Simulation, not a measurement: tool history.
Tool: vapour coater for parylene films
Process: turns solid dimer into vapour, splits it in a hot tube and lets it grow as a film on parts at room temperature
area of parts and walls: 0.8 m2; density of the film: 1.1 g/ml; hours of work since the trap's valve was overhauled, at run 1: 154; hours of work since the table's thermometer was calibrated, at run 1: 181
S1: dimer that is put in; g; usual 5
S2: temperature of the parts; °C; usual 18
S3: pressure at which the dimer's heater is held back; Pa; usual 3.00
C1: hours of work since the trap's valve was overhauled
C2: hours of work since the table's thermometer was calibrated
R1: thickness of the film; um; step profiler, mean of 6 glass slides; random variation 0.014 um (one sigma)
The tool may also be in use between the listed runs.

run,hour,S1,S2,S3,C1,C2,R1
1,0.0,5,18,3.00,154,181,2.97
2,8.4,5,18,3.00,161,187,2.92
3,23.8,5,18,3.00,173,200,2.93
4,35.4,5,18,3.00,183,209,2.92
5,47.3,5,18,9.24,192,219,2.73
6,57.5,5,18,9.24,200,227,2.76
7,67.1,5,18,3.00,208,234,2.91
8,83.6,5,18,3.00,221,248,2.92
9,99.5,5,18,3.00,234,260,2.92
10,115.9,5,28,3.00,247,274,2.41
11,124.4,5,28,3.00,254,280,2.41
12,136.4,5,28,3.00,264,290,2.40
13,150.8,5,28,3.00,275,302,2.40
14,165.6,9,18,3.00,287,313,5.20
15,175.8,5,18,3.67,295,322,2.83
16,195.1,5,18,8.01,311,337,2.70
17,215.7,5,18,8.01,327,354,2.69
18,224.2,5,18,8.01,334,361,2.70
19,237.1,3,18,8.01,345,371,1.63
20,245.9,5,18,11.23,352,378,2.63
21,264.8,5,18,11.23,367,393,2.62
22,279.0,5,18,3.00,378,404,2.81
23,293.5,5,18,3.00,390,416,2.81
24,310.2,5,18,3.00,403,430,2.82
25,322.7,5,18,3.00,413,440,2.81
26,334.7,5,20,10.52,423,449,2.51
27,346.6,5,20,10.52,432,459,2.51
28,357.6,5,18,3.00,441,468,2.81
29,376.2,5,26,3.46,456,482,2.40
30,388.7,5,18,3.31,466,493,2.77
# hour 401.0: trap's valve overhauled
31,412.9,5,21,3.00,10,509,2.82
32,427.5,5,21,3.00,21,520,2.85
33,445.9,2,28,2.18,36,535,1.01
34,464.0,5,15,3.00,51,550,3.15
35,477.0,5,17,3.00,61,560,3.02
36,493.0,3,16,3.00,74,573,1.84
37,502.2,5,16,3.00,81,580,3.08
38,519.9,2,11,2.06,95,595,1.38
39,538.2,2,11,2.06,110,609,1.37
40,558.1,7,11,9.09,126,625,4.38
41,572.4,8,18,9.99,138,637,4.35
42,581.3,8,18,9.99,145,644,4.36
43,594.7,8,18,9.99,155,655,4.33
44,613.0,5,20,4.50,170,669,2.75
45,626.2,5,20,2.33,181,680,2.83
46,643.3,4,18,4.32,194,694,2.26
47,652.3,4,18,4.32,202,701,2.25
48,668.0,5,11,4.67,214,714,3.20

Forecast each of these 3 alternatives for the next run:
A,677.9,5,24,4.67,222,721,?
B,677.9,5,18,3.00,222,721,?
C,677.9,5,15,3.00,222,721,?

run,R1
A,2.51
B,2.89
C,3.05
Without the tool's hidden state the same runs would have given:
run,R1
A,2.64
B,3.04
C,3.21
